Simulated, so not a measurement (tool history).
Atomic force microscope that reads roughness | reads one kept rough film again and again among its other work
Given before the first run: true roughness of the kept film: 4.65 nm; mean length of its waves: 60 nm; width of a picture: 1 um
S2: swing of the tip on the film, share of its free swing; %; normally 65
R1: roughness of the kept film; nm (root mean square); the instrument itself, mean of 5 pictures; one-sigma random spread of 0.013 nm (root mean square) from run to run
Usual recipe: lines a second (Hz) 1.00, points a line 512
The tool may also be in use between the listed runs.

run 1 day=0.000 | lines_a_second_(Hz)=1.00 S2=65 points_a_line=512 | R1=4.180
run 2 day=0.375 | lines_a_second_(Hz)=1.93 S2=65 points_a_line=512 | R1=4.131
run 3 day=0.725 | lines_a_second_(Hz)=1.93 S2=65 points_a_line=512 | R1=4.120
run 4 day=0.938 | lines_a_second_(Hz)=1.00 S2=70 points_a_line=512 | R1=4.134
run 5 day=1.267 | lines_a_second_(Hz)=1.00 S2=65 points_a_line=434 | R1=4.160
run 6 day=1.462 | lines_a_second_(Hz)=1.00 S2=65 points_a_line=849 | R1=4.160
run 7 day=1.642 | lines_a_second_(Hz)=1.00 S2=65 points_a_line=849 | R1=4.171
run 8 day=1.846 | lines_a_second_(Hz)=1.00 S2=70 points_a_line=512 | R1=4.122
run 9 day=2.246 | lines_a_second_(Hz)=1.00 S2=70 points_a_line=437 | R1=4.106
-- day=2.333 new tip fitted
run 10 day=2.638 | lines_a_second_(Hz)=1.00 S2=70 points_a_line=437 | R1=4.349
run 11 day=2.850 | lines_a_second_(Hz)=1.00 S2=70 points_a_line=437 | R1=4.317
run 12 day=3.125 | lines_a_second_(Hz)=1.97 S2=65 points_a_line=512 | R1=4.285
run 13 day=3.358 | lines_a_second_(Hz)=1.97 S2=65 points_a_line=442 | R1=4.280
run 14 day=3.717 | lines_a_second_(Hz)=1.97 S2=65 points_a_line=442 | R1=4.257
run 15 day=4.108 | lines_a_second_(Hz)=1.97 S2=65 points_a_line=442 | R1=4.258
run 16 day=4.450 | lines_a_second_(Hz)=1.00 S2=65 points_a_line=512 | R1=4.286
run 17 day=4.721 | lines_a_second_(Hz)=1.00 S2=65 points_a_line=512 | R1=4.276
run 18 day=5.008 | lines_a_second_(Hz)=1.00 S2=65 points_a_line=512 | R1=4.280
run 19 day=5.392 | lines_a_second_(Hz)=1.00 S2=65 points_a_line=512 | R1=4.272
run 20 day=5.612 | lines_a_second_(Hz)=1.05 S2=65 points_a_line=512 | R1=4.266
run 21 day=5.942 | lines_a_second_(Hz)=1.05 S2=65 points_a_line=512 | R1=4.279
run 22 day=6.212 | lines_a_second_(Hz)=0.63 S2=65 points_a_line=512 | R1=4.253
run 23 day=6.596 | lines_a_second_(Hz)=1.00 S2=65 points_a_line=512 | R1=4.224
run 24 day=6.808 | lines_a_second_(Hz)=1.00 S2=65 points_a_line=512 | R1=4.260
run 25 day=6.992 | lines_a_second_(Hz)=1.00 S2=72 points_a_line=512 | R1=4.203
run 26 day=7.288 | lines_a_second_(Hz)=1.00 S2=72 points_a_line=512 | R1=4.189
run 27 day=7.596 | lines_a_second_(Hz)=1.76 S2=70 points_a_line=989 | R1=4.147
run 28 day=7.838 | lines_a_second_(Hz)=1.76 S2=64 points_a_line=502 | R1=4.133
run 29 day=8.192 | lines_a_second_(Hz)=0.75 S2=76 points_a_line=502 | R1=4.182
run 30 day=8.538 | lines_a_second_(Hz)=0.85 S2=76 points_a_line=502 | R1=4.172
run 31 day=8.796 | lines_a_second_(Hz)=0.69 S2=76 points_a_line=502 | R1=4.175
run 32 day=9.129 | lines_a_second_(Hz)=2.46 S2=65 points_a_line=512 | R1=4.095
run 33 day=9.496 | lines_a_second_(Hz)=2.46 S2=83 points_a_line=377 | R1=3.855
run 34 day=9.729 | lines_a_second_(Hz)=3.12 S2=67 points_a_line=377 | R1=4.033
run 35 day=10.071 | lines_a_second_(Hz)=3.12 S2=67 points_a_line=377 | R1=4.013
run 36 day=10.317 | lines_a_second_(Hz)=0.89 S2=67 points_a_line=418 | R1=4.159
run 37 day=10.562 | lines_a_second_(Hz)=1.36 S2=63 points_a_line=512 | R1=4.136
run 38 day=10.771 | lines_a_second_(Hz)=1.36 S2=63 points_a_line=512 | R1=4.133
run 39 day=11.162 | lines_a_second_(Hz)=0.58 S2=63 points_a_line=425 | R1=4.170
run 40 day=11.496 | lines_a_second_(Hz)=0.58 S2=63 points_a_line=425 | R1=4.154
run 41 day=11.721 | lines_a_second_(Hz)=0.58 S2=63 points_a_line=425 | R1=4.144
-- day=11.779 new tip fitted
run 42 day=11.917 | lines_a_second_(Hz)=0.58 S2=63 points_a_line=425 | R1=4.362
run 43 day=12.096 | lines_a_second_(Hz)=0.74 S2=71 points_a_line=689 | R1=4.339
run 44 day=12.292 | lines_a_second_(Hz)=2.10 S2=68 points_a_line=966 | R1=4.262
run 45 day=12.588 | lines_a_second_(Hz)=2.02 S2=56 points_a_line=512 | R1=4.317
run 46 day=12.975 | lines_a_second_(Hz)=1.91 S2=56 points_a_line=264 | R1=4.328
run 47 day=13.179 | lines_a_second_(Hz)=1.91 S2=56 points_a_line=264 | R1=4.294
run 48 day=13.492 | lines_a_second_(Hz)=1.91 S2=56 points_a_line=264 | R1=4.287
run 49 day=13.746 | lines_a_second_(Hz)=1.91 S2=56 points_a_line=264 | R1=4.282
run 50 day=14.071 | lines_a_second_(Hz)=0.62 S2=62 points_a_line=505 | R1=4.325
run 51 day=14.458 | lines_a_second_(Hz)=0.62 S2=62 points_a_line=505 | R1=4.302
run 52 day=14.808 | lines_a_second_(Hz)=1.38 S2=65 points_a_line=430 | R1=4.242

Predict each of these 3 candidate next runs independently; none follows another, all start after run 52:
run A day=15.133 | lines_a_second_(Hz)=1.42 S2=60 points_a_line=263 | R1=?
run B day=15.133 | lines_a_second_(Hz)=3.17 S2=65 points_a_line=430 | R1=?
run C day=15.133 | lines_a_second_(Hz)=1.00 S2=82 points_a_line=590 | R1=?

run=A R1=4.240
run=B R1=4.158
run=C R1=4.159
Had the tool no hidden state, the same runs would have come out as:
run=A R1=4.328
run=B R1=4.244
run=C R1=4.245

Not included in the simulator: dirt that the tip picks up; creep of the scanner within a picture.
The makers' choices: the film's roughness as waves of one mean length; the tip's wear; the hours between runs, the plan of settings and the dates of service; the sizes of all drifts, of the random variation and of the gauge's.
